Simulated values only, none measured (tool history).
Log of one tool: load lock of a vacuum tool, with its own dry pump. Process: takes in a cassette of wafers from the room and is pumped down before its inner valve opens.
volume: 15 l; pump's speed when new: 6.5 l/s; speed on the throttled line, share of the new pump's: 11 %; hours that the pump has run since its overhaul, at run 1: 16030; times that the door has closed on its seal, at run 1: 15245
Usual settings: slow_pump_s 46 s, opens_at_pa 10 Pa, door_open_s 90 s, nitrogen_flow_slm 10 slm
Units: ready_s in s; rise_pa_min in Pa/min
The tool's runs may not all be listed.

| run | hour | slow_pump_s | opens_at_pa | door_open_s | nitrogen_flow_slm | hours that the pump has run since its overhaul | times that the door has closed on its seal | incoming humidity of the room's air, % | ready_s | rise_pa_min |
|---|---|---|---|---|---|---|---|---|---|---|
| 1 | 0.0 | 46 | 10 | 90 | 10 | 16030 | 15245 | 44.8 | 67.4 | 0.166 |
| 2 | 406.8 | 27 | 10 | 90 | 10 | 16437 | 15845 | 46.4 | 50.6 | 0.177 |
| 3 | 649.1 | 46 | 10 | 75 | 10 | 16679 | 16203 | 45.1 | 66.8 | 0.186 |
| 4 | 1029.5 | 46 | 10 | 75 | 10 | 17060 | 16765 | 39.6 | 66.6 | 0.173 |
| 5 | 1282.0 | 46 | 10 | 75 | 17 | 17312 | 17138 | 42.5 | 67.6 | 0.173 |
|  | 1326.4 | dry pump taken out, an overhauled one fitted |
| 6 | 1560.6 | 40 | 10 | 90 | 10 | 234 | 17541 | 47.5 | 57.0 | 0.205 |
| 7 | 1803.5 | 40 | 10 | 90 | 10 | 477 | 17900 | 42.9 | 56.6 | 0.198 |
| 8 | 2141.9 | 40 | 10 | 90 | 10 | 815 | 18400 | 45.0 | 57.8 | 0.206 |
| 9 | 2538.1 | 40 | 10 | 90 | 10 | 1212 | 18985 | 45.3 | 57.8 | 0.213 |
| 10 | 2786.8 | 46 | 10 | 90 | 10 | 1460 | 19352 | 44.7 | 64.2 | 0.210 |
| 11 | 3209.1 | 46 | 10 | 90 | 10 | 1883 | 19976 | 44.2 | 62.9 | 0.221 |
| 12 | 3592.3 | 46 | 10 | 90 | 10 | 2266 | 20542 | 46.4 | 63.3 | 0.228 |
| 13 | 3889.6 | 46 | 10 | 90 | 10 | 2563 | 20981 | 45.1 | 62.9 | 0.232 |
| 14 | 4132.2 | 46 | 10 | 40 | 10 | 2806 | 21340 | 45.7 | 63.9 | 0.217 |
| 15 | 4370.6 | 46 | 10 | 40 | 10 | 3044 | 21692 | 40.8 | 64.2 | 0.211 |
| 16 | 4620.6 | 46 | 10 | 40 | 10 | 3294 | 22061 | 40.3 | 63.5 | 0.211 |
| 17 | 5058.9 | 46 | 10 | 40 | 10 | 3732 | 22709 | 42.3 | 63.3 | 0.225 |
| 18 | 5466.8 | 46 | 10 | 40 | 10 | 4140 | 23311 | 44.0 | 63.4 | 0.233 |
| 19 | 5876.4 | 46 | 10 | 40 | 10 | 4550 | 23916 | 47.5 | 63.0 | 0.240 |
| 20 | 6144.3 | 86 | 12 | 143 | 10 | 4818 | 24312 | 43.9 | 98.1 | 0.296 |
| 21 | 6474.0 | 70 | 9 | 90 | 6 | 5148 | 24799 | 44.9 | 85.4 | 0.292 |
| 22 | 6835.7 | 33 | 10 | 90 | 22 | 5509 | 25333 | 44.1 | 52.0 | 0.272 |
| 23 | 7083.5 | 30 | 10 | 90 | 10 | 5757 | 25699 | 46.1 | 49.3 | 0.289 |
| 24 | 7335.7 | 27 | 15 | 90 | 23 | 6009 | 26072 | 44.7 | 46.0 | 0.274 |
| 25 | 7654.3 | 27 | 15 | 90 | 23 | 6328 | 26543 | 45.4 | 46.5 | 0.289 |
| 26 | 8091.0 | 42 | 10 | 36 | 37 | 6765 | 27188 | 44.9 | 61.2 | 0.272 |
| 27 | 8376.9 | 38 | 10 | 29 | 7 | 7051 | 27610 | 48.6 | 57.5 | 0.294 |
| 28 | 8612.8 | 81 | 10 | 29 | 5 | 7286 | 27959 | 44.6 | 95.3 | 0.298 |
| 29 | 8827.2 | 37 | 10 | 29 | 5 | 7501 | 28275 | 47.9 | 56.5 | 0.303 |
| 30 | 9040.8 | 81 | 9 | 90 | 10 | 7714 | 28591 | 45.1 | 95.4 | 0.337 |
| 31 | 9369.5 | 82 | 9 | 40 | 39 | 8043 | 29076 | 47.9 | 95.8 | 0.309 |
| 32 | 9806.5 | 31 | 13 | 54 | 7 | 8480 | 29722 | 45.7 | 50.9 | 0.334 |
| 33 | 10211.8 | 36 | 13 | 63 | 7 | 8885 | 30321 | 47.0 | 54.7 | 0.361 |
| 34 | 10430.4 | 36 | 13 | 63 | 7 | 9104 | 30643 | 45.5 | 55.6 | 0.356 |
| 35 | 10872.9 | 46 | 11 | 90 | 17 | 9547 | 31297 | 44.9 | 64.8 | 0.356 |
| 36 | 11315.9 | 31 | 14 | 73 | 26 | 9990 | 31952 | 47.0 | 51.1 | 0.362 |
| 37 | 11717.2 | 31 | 14 | 73 | 26 | 10391 | 32544 | 50.1 | 52.3 | 0.368 |

The same runs without the tool's hidden state, with the same run-to-run variation:
The hidden state here: pump's speed, % of a new pump's; leak at the door's seal, Pa l/s; drift of the gauge itself on ready_s, %; drift of the gauge itself on rise_pa_min, %.
| run | ready_s | rise_pa_min |
|---|---|---|
| 1 | 63.2 | 0.061 |
| 2 | 45.7 | 0.063 |
| 3 | 62.4 | 0.069 |
| 4 | 62.1 | 0.051 |
| 5 | 62.9 | 0.046 |
| 6 | 56.9 | 0.074 |
| 7 | 56.5 | 0.062 |
| 8 | 57.6 | 0.066 |
| 9 | 57.4 | 0.070 |
| 10 | 63.9 | 0.063 |
| 11 | 62.4 | 0.064 |
| 12 | 62.7 | 0.067 |
| 13 | 62.2 | 0.065 |
| 14 | 63.2 | 0.047 |
| 15 | 63.4 | 0.034 |
| 16 | 62.6 | 0.032 |
| 17 | 62.3 | 0.039 |
| 18 | 62.4 | 0.041 |
| 19 | 61.9 | 0.035 |
| 20 | 97.2 | 0.090 |
| 21 | 84.3 | 0.079 |
| 22 | 50.4 | 0.050 |
| 23 | 47.7 | 0.065 |
| 24 | 44.3 | 0.043 |
| 25 | 44.7 | 0.050 |
| 26 | 59.3 | 0.021 |
| 27 | 55.5 | 0.038 |
| 28 | 93.8 | 0.037 |
| 29 | 54.4 | 0.041 |
| 30 | 93.7 | 0.069 |
| 31 | 94.1 | 0.025 |
| 32 | 48.4 | 0.051 |
| 33 | 52.3 | 0.063 |
| 34 | 53.0 | 0.059 |
| 35 | 62.1 | 0.047 |
| 36 | 48.1 | 0.042 |
| 37 | 49.2 | 0.039 |
